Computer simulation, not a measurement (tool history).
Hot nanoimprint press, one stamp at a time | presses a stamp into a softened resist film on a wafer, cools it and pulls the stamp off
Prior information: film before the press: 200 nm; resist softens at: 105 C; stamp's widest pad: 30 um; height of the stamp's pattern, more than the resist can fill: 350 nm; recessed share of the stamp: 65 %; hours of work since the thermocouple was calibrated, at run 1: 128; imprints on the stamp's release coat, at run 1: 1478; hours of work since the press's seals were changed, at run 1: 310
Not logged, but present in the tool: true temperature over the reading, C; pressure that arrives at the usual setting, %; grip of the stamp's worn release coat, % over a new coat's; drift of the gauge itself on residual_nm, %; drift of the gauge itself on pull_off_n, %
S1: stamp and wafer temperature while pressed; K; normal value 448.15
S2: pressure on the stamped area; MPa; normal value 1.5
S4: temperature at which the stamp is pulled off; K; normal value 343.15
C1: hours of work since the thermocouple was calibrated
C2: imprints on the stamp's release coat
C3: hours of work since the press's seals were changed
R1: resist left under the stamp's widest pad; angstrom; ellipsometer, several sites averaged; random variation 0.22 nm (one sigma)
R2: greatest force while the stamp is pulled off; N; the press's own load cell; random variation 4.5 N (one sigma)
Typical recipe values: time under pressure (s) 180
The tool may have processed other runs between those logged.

{"run": 1, "hour": 0.0, "S1": 448.15, "S2": 1.5, "time under pressure (s)": 180, "S4": 343.15, "C1": 128, "C2": 1478, "C3": 310, "R1": 796, "R2": 308}
{"run": 2, "hour": 10.3, "S1": 448.15, "S2": 1.5, "time under pressure (s)": 180, "S4": 343.15, "C1": 136, "C2": 1504, "C3": 319, "R1": 798, "R2": 293}
{"run": 3, "hour": 28.8, "S1": 448.15, "S2": 1.5, "time under pressure (s)": 180, "S4": 343.15, "C1": 150, "C2": 1550, "C3": 333, "R1": 797, "R2": 295}
{"run": 4, "hour": 43.3, "S1": 448.15, "S2": 1.5, "time under pressure (s)": 178, "S4": 343.15, "C1": 162, "C2": 1587, "C3": 345, "R1": 806, "R2": 298}
{"run": 5, "hour": 58.5, "S1": 448.15, "S2": 1.5, "time under pressure (s)": 178, "S4": 343.15, "C1": 174, "C2": 1625, "C3": 357, "R1": 810, "R2": 301}
{"run": 6, "hour": 71.2, "S1": 448.15, "S2": 1.27, "time under pressure (s)": 180, "S4": 343.15, "C1": 184, "C2": 1657, "C3": 367, "R1": 879, "R2": 292}
{"run": 7, "hour": 91.5, "S1": 448.15, "S2": 1.27, "time under pressure (s)": 180, "S4": 343.15, "C1": 200, "C2": 1708, "C3": 383, "R1": 883, "R2": 308}
{"run": 8, "hour": 113.5, "S1": 448.15, "S2": 1.27, "time under pressure (s)": 180, "S4": 343.15, "C1": 217, "C2": 1763, "C3": 400, "R1": 887, "R2": 305}
{"run": 9, "hour": 133.0, "S1": 448.15, "S2": 1.5, "time under pressure (s)": 180, "S4": 343.15, "C1": 233, "C2": 1812, "C3": 415, "R1": 814, "R2": 316}
{"run": 10, "hour": 152.0, "S1": 448.15, "S2": 1.5, "time under pressure (s)": 180, "S4": 343.15, "C1": 248, "C2": 1860, "C3": 430, "R1": 814, "R2": 320}
{"run": 11, "hour": 166.2, "S1": 448.15, "S2": 1.5, "time under pressure (s)": 180, "S4": 343.15, "C1": 259, "C2": 1895, "C3": 442, "R1": 813, "R2": 324}
{"hour": 172.8, "done": "plate thermocouple calibrated"}
{"run": 12, "hour": 178.3, "S1": 448.15, "S2": 1.5, "time under pressure (s)": 180, "S4": 343.15, "C1": 4, "C2": 1918, "C3": 449, "R1": 781, "R2": 310}
{"run": 13, "hour": 189.0, "S1": 448.15, "S2": 1.5, "time under pressure (s)": 180, "S4": 343.15, "C1": 13, "C2": 1945, "C3": 457, "R1": 787, "R2": 325}
{"run": 14, "hour": 205.0, "S1": 458.15, "S2": 1.73, "time under pressure (s)": 180, "S4": 330.15, "C1": 25, "C2": 1985, "C3": 470, "R1": 455, "R2": 366}
{"run": 15, "hour": 222.1, "S1": 458.15, "S2": 1.62, "time under pressure (s)": 180, "S4": 334.15, "C1": 39, "C2": 2028, "C3": 483, "R1": 471, "R2": 345}
{"run": 16, "hour": 242.1, "S1": 459.15, "S2": 1.5, "time under pressure (s)": 143, "S4": 335.15, "C1": 55, "C2": 2078, "C3": 499, "R1": 518, "R2": 367}
{"run": 17, "hour": 263.1, "S1": 448.15, "S2": 2.31, "time under pressure (s)": 200, "S4": 335.15, "C1": 71, "C2": 2131, "C3": 516, "R1": 600, "R2": 366}
{"run": 18, "hour": 279.8, "S1": 448.15, "S2": 1.5, "time under pressure (s)": 140, "S4": 332.15, "C1": 85, "C2": 2173, "C3": 529, "R1": 867, "R2": 369}
{"run": 19, "hour": 293.0, "S1": 448.15, "S2": 1.5, "time under pressure (s)": 140, "S4": 332.15, "C1": 95, "C2": 2206, "C3": 539, "R1": 868, "R2": 383}
{"run": 20, "hour": 303.9, "S1": 448.15, "S2": 1.5, "time under pressure (s)": 140, "S4": 332.15, "C1": 104, "C2": 2234, "C3": 548, "R1": 870, "R2": 407}
{"run": 21, "hour": 320.8, "S1": 438.15, "S2": 1.5, "time under pressure (s)": 300, "S4": 343.15, "C1": 117, "C2": 2276, "C3": 561, "R1": 1109, "R2": 338}
{"run": 22, "hour": 336.0, "S1": 460.15, "S2": 1.5, "time under pressure (s)": 295, "S4": 346.15, "C1": 129, "C2": 2314, "C3": 573, "R1": 381, "R2": 332}
{"hour": 348.6, "done": "stamp cleaned and given a new release coat"}
{"run": 23, "hour": 354.6, "S1": 448.15, "S2": 1.5, "time under pressure (s)": 199, "S4": 333.15, "C1": 139, "C2": 15, "C3": 583, "R1": 776, "R2": 245}
{"run": 24, "hour": 366.1, "S1": 448.15, "S2": 1.5, "time under pressure (s)": 199, "S4": 348.15, "C1": 148, "C2": 44, "C3": 592, "R1": 776, "R2": 208}
{"run": 25, "hour": 379.9, "S1": 448.15, "S2": 1.5, "time under pressure (s)": 199, "S4": 348.15, "C1": 159, "C2": 79, "C3": 603, "R1": 778, "R2": 214}

Forecast each of these 4 alternatives for the next run:
{"run": "A", "hour": 397.3, "S1": 441.15, "S2": 1.85, "time under pressure (s)": 103, "S4": 348.15, "C1": 172, "C2": 122, "C3": 617, "R1": "?", "R2": "?"}
{"run": "B", "hour": 397.3, "S1": 459.15, "S2": 1.38, "time under pressure (s)": 180, "S4": 335.15, "C1": 172, "C2": 122, "C3": 617, "R1": "?", "R2": "?"}
{"run": "C", "hour": 397.3, "S1": 448.15, "S2": 1.5, "time under pressure (s)": 228, "S4": 348.15, "C1": 172, "C2": 122, "C3": 617, "R1": "?", "R2": "?"}
{"run": "D", "hour": 397.3, "S1": 448.15, "S2": 1.35, "time under pressure (s)": 107, "S4": 336.15, "C1": 172, "C2": 122, "C3": 617, "R1": "?", "R2": "?"}

run=A R1=1206 R2=219
run=B R1=510 R2=246
run=C R1=744 R2=218
run=D R1=1015 R2=244
With the hidden condition removed and each run's random variation left untouched, the same runs would have given:
run=A R1=1153 R2=212
run=B R1=488 R2=238
run=C R1=709 R2=210
run=D R1=973 R2=236
